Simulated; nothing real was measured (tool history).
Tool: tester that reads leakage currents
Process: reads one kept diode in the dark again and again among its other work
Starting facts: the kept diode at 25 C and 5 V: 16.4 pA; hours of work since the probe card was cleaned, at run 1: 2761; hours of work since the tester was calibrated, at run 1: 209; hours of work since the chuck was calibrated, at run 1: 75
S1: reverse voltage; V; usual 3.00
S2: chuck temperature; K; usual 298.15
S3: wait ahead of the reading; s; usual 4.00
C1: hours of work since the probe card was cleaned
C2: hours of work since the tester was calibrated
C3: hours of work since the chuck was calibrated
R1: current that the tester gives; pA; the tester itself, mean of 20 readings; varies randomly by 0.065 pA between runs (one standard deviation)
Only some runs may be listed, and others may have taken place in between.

| run | hour | S1 | S2 | S3 | C1 | C2 | C3 | R1 |
|---|---|---|---|---|---|---|---|---|
| 1 | 0.0 | 3.00 | 298.15 | 4.00 | 2761 | 209 | 75 | 14.05 |
| 2 | 157.6 | 3.00 | 298.15 | 0.30 | 2861 | 309 | 174 | 16.79 |
| 3 | 329.2 | 3.00 | 298.15 | 1.39 | 2969 | 417 | 282 | 14.53 |
| 4 | 473.9 | 3.00 | 298.15 | 1.00 | 3060 | 508 | 374 | 14.60 |
| 5 | 616.1 | 3.00 | 298.15 | 4.00 | 3150 | 598 | 463 | 14.01 |
| 6 | 831.9 | 3.00 | 298.15 | 4.00 | 3286 | 734 | 599 | 13.91 |
| 7 | 1057.4 | 3.00 | 298.15 | 4.00 | 3428 | 876 | 742 | 14.06 |
| 8 | 1204.7 | 3.00 | 298.15 | 4.00 | 3521 | 969 | 835 | 14.02 |
| 9 | 1375.0 | 3.00 | 298.15 | 4.00 | 3629 | 1077 | 942 | 14.17 |
| 10 | 1592.1 | 3.00 | 313.15 | 4.00 | 3766 | 1214 | 1079 | 40.02 |
|  | 1710.6 | chuck's temperature calibrated |
|  | 1752.6 | probe card cleaned and baked |
| 11 | 1815.2 | 3.00 | 298.15 | 4.00 | 40 | 1351 | 64 | 14.17 |
| 12 | 2001.0 | 3.00 | 298.15 | 4.00 | 157 | 1469 | 181 | 14.00 |
| 13 | 2133.7 | 3.00 | 298.15 | 0.31 | 240 | 1552 | 265 | 16.79 |
| 14 | 2266.6 | 3.00 | 298.15 | 0.31 | 324 | 1636 | 349 | 16.59 |
| 15 | 2401.8 | 3.00 | 298.15 | 0.31 | 410 | 1722 | 434 | 16.55 |
| 16 | 2584.0 | 1.68 | 298.15 | 4.00 | 525 | 1836 | 549 | 11.37 |
| 17 | 2797.5 | 1.68 | 298.15 | 4.00 | 659 | 1971 | 684 | 11.50 |
| 18 | 2943.8 | 1.68 | 298.15 | 4.00 | 752 | 2064 | 776 | 11.51 |
| 19 | 3045.2 | 5.37 | 309.15 | 5.03 | 816 | 2127 | 840 | 37.34 |
| 20 | 3236.2 | 5.37 | 304.15 | 5.82 | 936 | 2248 | 961 | 26.17 |
| 21 | 3385.4 | 1.06 | 295.15 | 2.73 | 1030 | 2342 | 1055 | 7.89 |
| 22 | 3495.6 | 18.15 | 298.15 | 1.03 | 1100 | 2412 | 1124 | 30.92 |
|  | 3538.1 | chuck's temperature calibrated |
| 23 | 3637.8 | 4.61 | 325.15 | 0.82 | 1188 | 2500 | 63 | 101.33 |
| 24 | 3849.5 | 1.03 | 332.15 | 4.84 | 1322 | 2634 | 196 | 91.95 |
| 25 | 4020.1 | 1.03 | 332.15 | 4.84 | 1429 | 2741 | 304 | 92.14 |
| 26 | 4130.5 | 4.48 | 327.15 | 0.60 | 1499 | 2811 | 374 | 114.14 |
| 27 | 4349.5 | 15.70 | 306.15 | 0.60 | 1637 | 2949 | 512 | 51.25 |
| 28 | 4542.2 | 1.03 | 293.15 | 6.84 | 1759 | 3071 | 634 | 6.63 |
| 29 | 4766.4 | 3.00 | 322.15 | 4.00 | 1900 | 3212 | 775 | 71.55 |

Forecast run 30:
| 30 | 4906.0 | 1.33 | 296.15 | 1.16 | 1988 | 3300 | 863 | ? |

R1: 9.32 pA
On a tool with no hidden condition, and with the same random variation, this run would have come out at R1 9.32 pA.
